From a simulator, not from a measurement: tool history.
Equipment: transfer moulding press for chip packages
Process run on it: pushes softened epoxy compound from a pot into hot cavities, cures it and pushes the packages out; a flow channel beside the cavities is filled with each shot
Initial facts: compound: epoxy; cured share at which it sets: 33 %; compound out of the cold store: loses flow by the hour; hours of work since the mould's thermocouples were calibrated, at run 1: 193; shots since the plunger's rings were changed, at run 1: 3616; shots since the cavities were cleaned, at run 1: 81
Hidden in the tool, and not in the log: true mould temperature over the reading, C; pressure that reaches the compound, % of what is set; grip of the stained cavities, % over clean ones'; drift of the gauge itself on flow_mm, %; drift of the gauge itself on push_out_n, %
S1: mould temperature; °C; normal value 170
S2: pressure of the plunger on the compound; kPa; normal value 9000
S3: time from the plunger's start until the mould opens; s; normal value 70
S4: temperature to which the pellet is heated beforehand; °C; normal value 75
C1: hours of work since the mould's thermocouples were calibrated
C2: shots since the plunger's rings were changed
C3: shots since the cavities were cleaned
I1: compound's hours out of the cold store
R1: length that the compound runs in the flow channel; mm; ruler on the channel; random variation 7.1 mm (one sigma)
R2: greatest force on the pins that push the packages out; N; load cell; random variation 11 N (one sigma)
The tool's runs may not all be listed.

| run | hour | S1 | S2 | S3 | S4 | C1 | C2 | C3 | I1 | R1 | R2 |
|---|---|---|---|---|---|---|---|---|---|---|---|
| 1 | 0 | 170 | 9000 | 70 | 75 | 193 | 3616 | 81 | 35.9 | 829 | 555 |
|  | 65.8 | cavities cleaned with cleaning compound and waxed |
| 2 | 65.8 | 170 | 9000 | 70 | 74 | 224 | 4424 | 0 | 36.2 | 832 | 552 |
|  | 104.7 | plunger's sealing rings changed |
|  | 142.2 | cavities cleaned with cleaning compound and waxed |
| 3 | 142.9 | 170 | 9000 | 70 | 74 | 260 | 462 | 9 | 45.6 | 790 | 527 |
| 4 | 199.1 | 170 | 9000 | 70 | 74 | 287 | 1169 | 716 | 43.1 | 803 | 524 |
|  | 214.6 | cavities cleaned with cleaning compound and waxed |
| 5 | 281 | 170 | 9000 | 70 | 74 | 327 | 2180 | 835 | 47.3 | 792 | 532 |
|  | 289.1 | cavities cleaned with cleaning compound and waxed |
|  | 321.4 | mould's thermocouples calibrated |
| 6 | 327.7 | 170 | 9000 | 70 | 74 | 3 | 2723 | 460 | 32.9 | 835 | 546 |
|  | 363.5 | cavities cleaned with cleaning compound and waxed |
| 7 | 384.1 | 170 | 9000 | 70 | 74 | 30 | 3414 | 260 | 34.1 | 846 | 544 |
|  | 441 | cavities cleaned with cleaning compound and waxed |
| 8 | 459.7 | 170 | 9000 | 70 | 74 | 66 | 4345 | 234 | 30.7 | 857 | 568 |
| 9 | 496.8 | 170 | 9000 | 70 | 74 | 84 | 4812 | 701 | 17.1 | 898 | 560 |
|  | 511.1 | plunger's sealing rings changed |
|  | 519 | cavities cleaned with cleaning compound and waxed |
| 10 | 566.5 | 170 | 9000 | 70 | 74 | 117 | 678 | 596 | 25.8 | 861 | 567 |
|  | 591.9 | cavities cleaned with cleaning compound and waxed |
| 11 | 654.9 | 170 | 9000 | 70 | 74 | 159 | 1772 | 793 | 14.1 | 908 | 596 |
|  | 667.6 | cavities cleaned with cleaning compound and waxed |
| 12 | 704.2 | 170 | 9000 | 70 | 74 | 183 | 2373 | 461 | 42.3 | 803 | 526 |
|  | 739.7 | cavities cleaned with cleaning compound and waxed |
| 13 | 751.5 | 170 | 9000 | 70 | 74 | 205 | 2950 | 149 | 16 | 909 | 570 |
|  | 814.7 | cavities cleaned with cleaning compound and waxed |
| 14 | 836.6 | 174 | 6880 | 86 | 73 | 246 | 4001 | 275 | 27.2 | 742 | 340 |
| 15 | 882.3 | 166 | 9000 | 70 | 73 | 269 | 4576 | 850 | 8.6 | 954 | 826 |
|  | 888.2 | cavities cleaned with cleaning compound and waxed |
|  | 910.3 | plunger's sealing rings changed |
| 16 | 933.1 | 166 | 7180 | 70 | 79 | 291 | 286 | 532 | 32.3 | 762 | 718 |
|  | 967 | cavities cleaned with cleaning compound and waxed |
| 17 | 1017.6 | 166 | 7180 | 70 | 79 | 332 | 1331 | 636 | 37.6 | 756 | 690 |
|  | 1042.3 | mould's thermocouples calibrated |
|  | 1043.8 | cavities cleaned with cleaning compound and waxed |
| 18 | 1093.3 | 166 | 7180 | 92 | 71 | 24 | 2239 | 623 | 14.8 | 809 | 397 |
|  | 1122 | cavities cleaned with cleaning compound and waxed |
| 19 | 1144.6 | 166 | 7180 | 92 | 71 | 49 | 2865 | 284 | 16.8 | 831 | 421 |
|  | 1196.3 | cavities cleaned with cleaning compound and waxed |
| 20 | 1222.1 | 170 | 8470 | 80 | 78 | 86 | 3822 | 325 | 47.7 | 760 | 400 |
|  | 1270.8 | cavities cleaned with cleaning compound and waxed |
| 21 | 1295.5 | 172 | 8470 | 80 | 74 | 121 | 4725 | 310 | 24.8 | 822 | 387 |
|  | 1312.6 | plunger's sealing rings changed |
|  | 1348.2 | cavities cleaned with cleaning compound and waxed |
| 22 | 1375.1 | 175 | 8470 | 56 | 73 | 158 | 768 | 338 | 19.5 | 834 | 775 |
|  | 1425.9 | cavities cleaned with cleaning compound and waxed |
| 23 | 1437.2 | 175 | 8470 | 56 | 73 | 188 | 1530 | 141 | 24.4 | 828 | 772 |
| 24 | 1476.7 | 175 | 8500 | 56 | 73 | 207 | 2027 | 638 | 39.3 | 778 | 730 |
|  | 1501.5 | cavities cleaned with cleaning compound and waxed |
| 25 | 1522 | 175 | 8500 | 56 | 73 | 229 | 2578 | 258 | 24 | 832 | 763 |

Each row is a separate what-if for the run after 25, all from the same tool condition, not one after another. Results?
|  | 1576 | cavities cleaned with cleaning compound and waxed |
| A | 1584.8 | 170 | 9000 | 70 | 68 | 259 | 3349 | 110 | 31.2 | ? | ? |
|  | 1576 | cavities cleaned with cleaning compound and waxed |
| B | 1584.8 | 165 | 8500 | 67 | 80 | 259 | 3349 | 110 | 47.7 | ? | ? |
|  | 1576 | cavities cleaned with cleaning compound and waxed |
| C | 1584.8 | 172 | 8750 | 70 | 84 | 259 | 3349 | 110 | 19.6 | ? | ? |
|  | 1576 | cavities cleaned with cleaning compound and waxed |
| D | 1584.8 | 170 | 9000 | 70 | 68 | 259 | 3349 | 110 | 15.3 | ? | ? |
|  | 1576 | cavities cleaned with cleaning compound and waxed |
| E | 1584.8 | 170 | 9690 | 62 | 81 | 259 | 3349 | 110 | 28.6 | ? | ? |

| run | R1 | R2 |
|---|---|---|
| A | 848 | 573 |
| B | 788 | 815 |
| C | 860 | 468 |
| D | 903 | 608 |
| E | 871 | 764 |
With the hidden condition removed and each run's random variation left untouched, the same runs would have given:
| run | R1 | R2 |
|---|---|---|
| A | 849 | 572 |
| B | 788 | 814 |
| C | 861 | 467 |
| D | 903 | 607 |
| E | 872 | 763 |

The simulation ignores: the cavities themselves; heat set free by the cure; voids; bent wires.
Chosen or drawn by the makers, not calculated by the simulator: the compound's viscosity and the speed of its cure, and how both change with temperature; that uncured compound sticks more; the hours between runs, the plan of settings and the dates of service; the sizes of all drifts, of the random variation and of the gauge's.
